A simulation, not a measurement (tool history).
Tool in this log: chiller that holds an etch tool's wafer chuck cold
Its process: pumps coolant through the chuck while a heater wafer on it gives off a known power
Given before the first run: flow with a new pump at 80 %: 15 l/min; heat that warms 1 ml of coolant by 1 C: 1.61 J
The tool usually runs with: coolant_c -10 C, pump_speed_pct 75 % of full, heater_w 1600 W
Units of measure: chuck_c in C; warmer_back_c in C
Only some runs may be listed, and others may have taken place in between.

run,hour,coolant_c,pump_speed_pct,heater_w,chuck_c,warmer_back_c
1,0.0,-10,75,1600,7.8,4.35
2,155.2,-10,75,1600,7.8,4.32
3,267.7,-10,75,1600,8.1,4.36
4,397.8,-10,75,1600,8.0,4.39
5,529.6,-10,65,1600,9.7,5.05
# hour 688.4: coolant changed, channels flushed
6,688.4,-10,65,1600,8.3,5.13
7,821.9,-10,65,1600,8.5,5.03
8,929.0,-10,65,1600,8.3,5.10
9,1097.3,-10,65,1442,6.5,4.66
10,1172.3,-10,65,1442,6.7,4.58
11,1289.9,-7,75,1600,10.1,4.40
12,1370.3,-7,75,1600,10.0,4.48
13,1521.7,-7,75,1600,10.0,4.39
14,1594.6,-7,75,1600,10.2,4.45
15,1677.7,-7,75,1600,10.1,4.46
16,1763.6,-10,99,1600,4.3,3.38
17,1917.4,-10,80,1600,6.3,4.11
18,2079.7,-19,75,1453,-3.3,4.02
19,2152.3,-18,75,1030,-6.7,2.84
20,2268.3,-18,71,1602,-0.1,4.70
21,2393.4,-16,75,876,-6.2,2.36
22,2537.3,-16,75,876,-6.3,2.41
23,2696.8,-4,75,1600,13.4,4.40
24,2862.0,-10,75,803,-1.1,2.16
25,2968.1,-10,75,803,-1.1,2.19
26,3046.0,-10,75,803,-0.8,2.22
27,3162.6,-10,89,1664,6.3,3.88
28,3252.1,-13,64,953,-1.4,3.10
29,3384.3,-13,64,953,-1.4,3.14
30,3551.2,-13,64,953,-1.2,3.18
31,3697.0,-7,78,809,2.2,2.12
32,3829.9,-7,78,809,2.0,2.15

Consider 3 possible next runs. They are alternatives, not a sequence: every one starts from the tool as it was left by run 32. What does each give?
# hour 3872.0: chiller's thermometer calibrated
A,3999.6,-7,62,809,?,?
# hour 3872.0: chiller's thermometer calibrated
B,3999.6,-10,61,965,?,?
# hour 3872.0: chiller's thermometer calibrated
C,3999.6,-7,78,809,?,?

run,chuck_c,warmer_back_c
A,2.6,2.83
B,1.9,3.36
C,1.5,2.14
Had the tool no hidden state, the same runs would have come out as:
run,chuck_c,warmer_back_c
A,2.1,2.67
B,1.2,3.18
C,1.0,2.02
